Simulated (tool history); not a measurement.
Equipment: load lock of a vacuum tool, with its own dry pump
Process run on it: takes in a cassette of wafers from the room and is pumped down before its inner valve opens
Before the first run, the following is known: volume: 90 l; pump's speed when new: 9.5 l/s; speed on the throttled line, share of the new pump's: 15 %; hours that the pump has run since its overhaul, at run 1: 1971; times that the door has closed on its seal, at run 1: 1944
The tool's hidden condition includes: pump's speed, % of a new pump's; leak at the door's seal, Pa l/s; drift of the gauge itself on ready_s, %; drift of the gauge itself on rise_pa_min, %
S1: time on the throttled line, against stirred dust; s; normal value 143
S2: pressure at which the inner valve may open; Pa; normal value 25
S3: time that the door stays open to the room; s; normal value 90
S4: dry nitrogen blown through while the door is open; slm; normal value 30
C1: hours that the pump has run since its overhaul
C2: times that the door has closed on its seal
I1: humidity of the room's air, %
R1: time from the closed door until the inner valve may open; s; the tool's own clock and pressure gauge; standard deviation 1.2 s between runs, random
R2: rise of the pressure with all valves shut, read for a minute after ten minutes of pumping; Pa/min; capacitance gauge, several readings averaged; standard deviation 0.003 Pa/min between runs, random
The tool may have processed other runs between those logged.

{"run": 1, "hour": 0.0, "S1": 143, "S2": 25, "S3": 90, "S4": 30, "C1": 1971, "C2": 1944, "I1": 40.8, "R1": 203.1, "R2": 0.018}
{"run": 2, "hour": 91.4, "S1": 143, "S2": 25, "S3": 90, "S4": 30, "C1": 2062, "C2": 2185, "I1": 42.2, "R1": 201.7, "R2": 0.018}
{"run": 3, "hour": 182.4, "S1": 143, "S2": 25, "S3": 90, "S4": 30, "C1": 2153, "C2": 2424, "I1": 45.6, "R1": 200.9, "R2": 0.02}
{"run": 4, "hour": 260.7, "S1": 143, "S2": 25, "S3": 90, "S4": 30, "C1": 2232, "C2": 2631, "I1": 46.5, "R1": 202.6, "R2": 0.025}
{"run": 5, "hour": 306.0, "S1": 143, "S2": 25, "S3": 90, "S4": 30, "C1": 2277, "C2": 2750, "I1": 44.6, "R1": 203.7, "R2": 0.02}
{"run": 6, "hour": 360.6, "S1": 143, "S2": 25, "S3": 90, "S4": 30, "C1": 2331, "C2": 2894, "I1": 47.2, "R1": 201.4, "R2": 0.021}
{"run": 7, "hour": 434.3, "S1": 143, "S2": 25, "S3": 129, "S4": 30, "C1": 2405, "C2": 3088, "I1": 44.1, "R1": 204.6, "R2": 0.023}
{"run": 8, "hour": 494.8, "S1": 143, "S2": 25, "S3": 179, "S4": 30, "C1": 2466, "C2": 3248, "I1": 42.9, "R1": 204.5, "R2": 0.024}
{"run": 9, "hour": 558.7, "S1": 143, "S2": 25, "S3": 179, "S4": 30, "C1": 2530, "C2": 3416, "I1": 45.1, "R1": 202.5, "R2": 0.028}
{"run": 10, "hour": 611.6, "S1": 268, "S2": 20, "S3": 90, "S4": 30, "C1": 2583, "C2": 3556, "I1": 46.6, "R1": 311.2, "R2": 0.022}
{"run": 11, "hour": 653.1, "S1": 88, "S2": 20, "S3": 90, "S4": 4, "C1": 2624, "C2": 3665, "I1": 43.1, "R1": 158.8, "R2": 0.041}
{"run": 12, "hour": 734.8, "S1": 88, "S2": 20, "S3": 90, "S4": 4, "C1": 2706, "C2": 3880, "I1": 44.4, "R1": 159.4, "R2": 0.043}

5 options for the next run, each taken on its own from the tool as it stands now. Forecast them:
{"run": "A", "hour": 810.2, "S1": 143, "S2": 25, "S3": 94, "S4": 14, "C1": 2781, "C2": 4079, "I1": 45.2, "R1": "?", "R2": "?"}
{"run": "B", "hour": 810.2, "S1": 88, "S2": 20, "S3": 90, "S4": 15, "C1": 2781, "C2": 4079, "I1": 45.7, "R1": "?", "R2": "?"}
{"run": "C", "hour": 810.2, "S1": 164, "S2": 47, "S3": 90, "S4": 11, "C1": 2781, "C2": 4079, "I1": 44, "R1": "?", "R2": "?"}
{"run": "D", "hour": 810.2, "S1": 134, "S2": 20, "S3": 90, "S4": 30, "C1": 2781, "C2": 4079, "I1": 46.7, "R1": "?", "R2": "?"}
{"run": "E", "hour": 810.2, "S1": 96, "S2": 20, "S3": 91, "S4": 4, "C1": 2781, "C2": 4079, "I1": 44.9, "R1": "?", "R2": "?"}

run=A R1=201.7 R2=0.034
run=B R1=157.3 R2=0.036
run=C R1=213.8 R2=0.031
run=D R1=197.4 R2=0.017
run=E R1=163.8 R2=0.046
Without the tool's hidden state the same runs would have given:
run=A R1=199.4 R2=0.025
run=B R1=154.6 R2=0.027
run=C R1=211.9 R2=0.023
run=D R1=195 R2=0.009
run=E R1=161.2 R2=0.038
